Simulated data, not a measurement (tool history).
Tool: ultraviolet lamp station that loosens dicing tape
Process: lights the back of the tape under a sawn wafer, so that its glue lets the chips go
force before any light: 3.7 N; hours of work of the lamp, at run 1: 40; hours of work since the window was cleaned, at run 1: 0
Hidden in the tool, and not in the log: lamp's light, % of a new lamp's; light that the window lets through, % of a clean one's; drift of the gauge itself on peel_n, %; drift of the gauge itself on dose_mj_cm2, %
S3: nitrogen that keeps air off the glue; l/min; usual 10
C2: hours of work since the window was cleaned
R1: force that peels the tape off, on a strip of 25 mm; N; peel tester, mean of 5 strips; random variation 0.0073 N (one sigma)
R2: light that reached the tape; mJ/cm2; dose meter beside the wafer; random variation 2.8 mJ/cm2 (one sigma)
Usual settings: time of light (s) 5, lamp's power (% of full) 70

Run 1, day 0.000: usual settings; hours of work of the lamp 40; C2 0. Result: R1 0.286 N, R2 383 mJ/cm2.
Run 2, day 1.758: usual settings; hours of work of the lamp 64; C2 24. Result: R1 0.281 N, R2 382 mJ/cm2.
Run 3, day 3.075: usual settings but S3 6 l/min; hours of work of the lamp 82; C2 42. Result: R1 0.366 N, R2 375 mJ/cm2.
Run 4, day 4.229: usual settings; hours of work of the lamp 98; C2 58. Result: R1 0.294 N, R2 372 mJ/cm2.
Run 5, day 5.362: usual settings; hours of work of the lamp 114; C2 73. Result: R1 0.295 N, R2 375 mJ/cm2.
Run 6, day 6.479: usual settings; hours of work of the lamp 129; C2 89. Result: R1 0.303 N, R2 366 mJ/cm2.
Run 7, day 8.067: usual settings; hours of work of the lamp 151; C2 110. Result: R1 0.287 N, R2 365 mJ/cm2.
Run 8, day 9.496: usual settings; hours of work of the lamp 170; C2 130. Result: R1 0.326 N, R2 368 mJ/cm2.
Run 9, day 10.679: usual settings; hours of work of the lamp 186; C2 146. Result: R1 0.315 N, R2 359 mJ/cm2.
Run 10, day 12.267: usual settings but lamp's power (% of full) 72, S3 5 l/min; hours of work of the lamp 208; C2 168. Result: R1 0.424 N, R2 368 mJ/cm2.
Run 11, day 13.917: usual settings but time of light (s) 2, lamp's power (% of full) 91, S3 5 l/min; hours of work of the lamp 231; C2 191. Result: R1 1.139 N, R2 183 mJ/cm2.
Run 12, day 15.662: usual settings but time of light (s) 4, lamp's power (% of full) 91, S3 7 l/min; hours of work of the lamp 255; C2 214. Result: R1 0.356 N, R2 368 mJ/cm2.
Run 13, day 17.946: usual settings but time of light (s) 4, lamp's power (% of full) 91, S3 7 l/min; hours of work of the lamp 286; C2 246. Result: R1 0.373 N, R2 359 mJ/cm2.
Run 14, day 19.246: usual settings but time of light (s) 9, lamp's power (% of full) 91, S3 7 l/min; hours of work of the lamp 304; C2 264. Result: R1 0.138 N, R2 812 mJ/cm2.
Run 15, day 20.738: usual settings but time of light (s) 9, lamp's power (% of full) 91, S3 7 l/min; hours of work of the lamp 324; C2 284. Result: R1 0.137 N, R2 812 mJ/cm2.
Run 16, day 22.383: usual settings but time of light (s) 9, lamp's power (% of full) 91, S3 7 l/min; hours of work of the lamp 347; C2 306. Result: R1 0.132 N, R2 806 mJ/cm2.
Run 17, day 23.542: usual settings but time of light (s) 7, lamp's power (% of full) 76, S3 11 l/min; hours of work of the lamp 363; C2 322. Result: R1 0.173 N, R2 513 mJ/cm2.
Run 18, day 24.733: usual settings but time of light (s) 7, lamp's power (% of full) 76, S3 11 l/min; hours of work of the lamp 379; C2 339. Result: R1 0.183 N, R2 513 mJ/cm2.

4 ways to go on from here, each from the tool as it stands after run 18. What would each give?
Run A, day 25.833: usual settings but time of light (s) 7, lamp's power (% of full) 76, S3 11 l/min; hours of work of the lamp 394; C2 354. Result: R1 ?, R2 ?.
Run B, day 25.833: usual settings but S3 6 l/min; hours of work of the lamp 394; C2 354. Result: R1 ?, R2 ?.
Run C, day 25.833: usual settings but time of light (s) 8, lamp's power (% of full) 68, S3 11 l/min; hours of work of the lamp 394; C2 354. Result: R1 ?, R2 ?.
Run D, day 25.833: usual settings but time of light (s) 3, S3 15 l/min; hours of work of the lamp 394; C2 354. Result: R1 ?, R2 ?.

run     R1   R2
  A  0.167  498
  B  0.458  337
  C  0.179  517
  D  0.741  200
Without the tool's hidden state the same runs would have given:
run     R1   R2
  A  0.138  596
  B  0.335  403
  C  0.152  619
  D  0.562  239

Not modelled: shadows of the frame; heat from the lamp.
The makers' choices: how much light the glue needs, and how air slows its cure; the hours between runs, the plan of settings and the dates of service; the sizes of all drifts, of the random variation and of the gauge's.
